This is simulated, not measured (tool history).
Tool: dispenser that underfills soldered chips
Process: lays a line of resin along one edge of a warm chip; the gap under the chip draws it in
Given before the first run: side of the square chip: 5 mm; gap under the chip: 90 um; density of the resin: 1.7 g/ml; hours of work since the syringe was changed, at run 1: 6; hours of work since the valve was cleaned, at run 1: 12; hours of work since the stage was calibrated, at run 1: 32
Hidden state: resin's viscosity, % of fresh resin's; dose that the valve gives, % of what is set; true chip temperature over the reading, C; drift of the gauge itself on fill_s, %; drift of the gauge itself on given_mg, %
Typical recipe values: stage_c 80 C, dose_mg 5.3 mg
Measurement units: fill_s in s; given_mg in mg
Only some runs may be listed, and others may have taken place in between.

| run | hour | stage_c | dose_mg | hours of work since the syringe was changed | hours of work since the valve was cleaned | hours of work since the stage was calibrated | fill_s | given_mg |
|---|---|---|---|---|---|---|---|---|
| 1 | 0 | 80 | 5.3 | 6 | 12 | 32 | 22.7 | 5.28 |
|  | 2.4 | new syringe of resin |
| 2 | 8.9 | 76 | 5.3 | 4 | 17 | 38 | 21.6 | 5.31 |
|  | 13.3 | new syringe of resin |
| 3 | 16.7 | 65 | 5.3 | 2 | 23 | 43 | 27 | 5.16 |
|  | 24.3 | new syringe of resin |
| 4 | 28.7 | 65 | 5.3 | 3 | 31 | 51 | 27.7 | 5.17 |
|  | 35.2 | new syringe of resin |
| 5 | 39.6 | 80 | 5.3 | 3 | 38 | 58 | 17.4 | 5.14 |
|  | 46.4 | new syringe of resin |
| 6 | 53.9 | 80 | 5.3 | 5 | 47 | 68 | 19.9 | 5.15 |
|  | 57.6 | new syringe of resin |
| 7 | 66.4 | 80 | 5.3 | 6 | 56 | 76 | 21.8 | 4.99 |
|  | 68.8 | new syringe of resin |
| 8 | 78 | 80 | 6.36 | 6 | 63 | 84 | 22.1 | 6.01 |
|  | 80.7 | new syringe of resin |
| 9 | 84.2 | 80 | 6.36 | 2 | 67 | 88 | 16 | 6.08 |
|  | 91.8 | new syringe of resin |
| 10 | 92.6 | 80 | 5.3 | 1 | 73 | 93 | 15 | 5.04 |
|  | 103.5 | new syringe of resin |
| 11 | 103.6 | 80 | 5.3 | 0 | 80 | 100 | 14.3 | 4.91 |
|  | 114.4 | new syringe of resin |
| 12 | 114.4 | 80 | 5.3 | 0 | 87 | 108 | 14 | 4.96 |
| 13 | 122.8 | 81 | 4.62 | 6 | 93 | 113 | 22.1 | 4.32 |
|  | 125.5 | new syringe of resin |
|  | 136.5 | new syringe of resin |
| 14 | 136.8 | 86 | 5.83 | 0 | 102 | 123 | 11.8 | 5.38 |
| 15 | 145.8 | 71 | 5.55 | 6 | 108 | 129 | 29.8 | 5.14 |
|  | 147.8 | new syringe of resin |
| 16 | 156.3 | 86 | 5.44 | 6 | 115 | 136 | 18 | 4.91 |
|  | 158.7 | new syringe of resin |
|  | 169.7 | new syringe of resin |
| 17 | 169.7 | 86 | 5.44 | 0 | 124 | 144 | 11.7 | 5.06 |
|  | 174.2 | dispensing valve cleaned and set on the balance |
|  | 182 | new syringe of resin |
| 18 | 184.2 | 93 | 6.4 | 1 | 7 | 153 | 9.7 | 6.28 |
|  | 193 | new syringe of resin |
| 19 | 194.9 | 93 | 6.4 | 1 | 14 | 161 | 10.3 | 6.37 |
|  | 204.8 | new syringe of resin |
| 20 | 208.8 | 86 | 6.4 | 3 | 23 | 170 | 14.1 | 6.31 |
|  | 216.1 | new syringe of resin |
| 21 | 218.8 | 70 | 4.84 | 2 | 30 | 176 | 21.4 | 4.77 |

Branching from run 21: 3 alternative next runs. What would each branch give?
|  | 227.1 | new syringe of resin |
| A | 232.5 | 85 | 5.3 | 4 | 39 | 186 | ? | ? |
|  | 227.1 | new syringe of resin |
| B | 232.5 | 79 | 6.02 | 4 | 39 | 186 | ? | ? |
|  | 227.1 | new syringe of resin |
| C | 232.5 | 93 | 6.58 | 4 | 39 | 186 | ? | ? |

| run | fill_s | given_mg |
|---|---|---|
| A | 15.5 | 5.14 |
| B | 17.5 | 5.75 |
| C | 11.7 | 6.28 |
With no hidden state in the tool, these same runs would have given:
| run | fill_s | given_mg |
|---|---|---|
| A | 11.7 | 5.27 |
| B | 13.1 | 5.91 |
| C | 8.8 | 6.44 |

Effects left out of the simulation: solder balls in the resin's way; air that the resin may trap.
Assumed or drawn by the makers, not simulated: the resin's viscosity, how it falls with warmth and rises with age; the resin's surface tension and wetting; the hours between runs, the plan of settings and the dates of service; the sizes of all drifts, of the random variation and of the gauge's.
